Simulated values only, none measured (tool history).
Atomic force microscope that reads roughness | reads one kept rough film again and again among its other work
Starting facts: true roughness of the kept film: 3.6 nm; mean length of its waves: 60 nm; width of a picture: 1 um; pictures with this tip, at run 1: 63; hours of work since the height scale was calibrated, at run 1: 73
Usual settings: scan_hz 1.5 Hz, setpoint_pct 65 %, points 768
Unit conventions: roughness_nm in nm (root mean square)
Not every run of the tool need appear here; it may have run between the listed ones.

run,day,scan_hz,setpoint_pct,points,pictures with this tip,hours of work since the height scale was calibrated,roughness_nm
1,0,1.5,65,768,63,73,3.2
# day 1.379: new tip fitted
2,2.45,1.5,65,768,47,105,3.197
# day 4.033: new tip fitted
3,4.425,1.5,65,768,17,131,3.247
4,6.179,1.5,65,768,93,155,3.149
# day 6.812: new tip fitted
5,8.329,1.5,65,768,66,184,3.173
# day 9.596: new tip fitted
6,10.504,1.04,65,768,40,213,3.255
7,11.838,1.04,65,768,98,231,3.22
# day 12.346: new tip fitted
8,13.529,1.04,65,768,52,253,3.265
9,14.533,0.6,65,768,95,266,3.262
# day 15.054: new tip fitted
10,16.129,0.5,65,768,47,288,3.317
# day 17.704: new tip fitted
11,18.458,0.5,65,768,33,319,3.339
12,19.904,0.5,65,273,95,338,3.258
# day 20.388: new tip fitted
13,22.25,0.5,65,273,81,369,3.259
# day 23.188: new tip fitted
14,24.717,1.5,65,768,66,402,3.167

Run 15 has not been measured yet. What should we expect?
# day 26.004: new tip fitted
15,26.758,1.61,65,768,33,429,?

Run 15 produced roughness_nm 3.198 nm (root mean square).
The same run, on a tool lacking any hidden state, would have yielded roughness_nm 3.266 nm (root mean square).
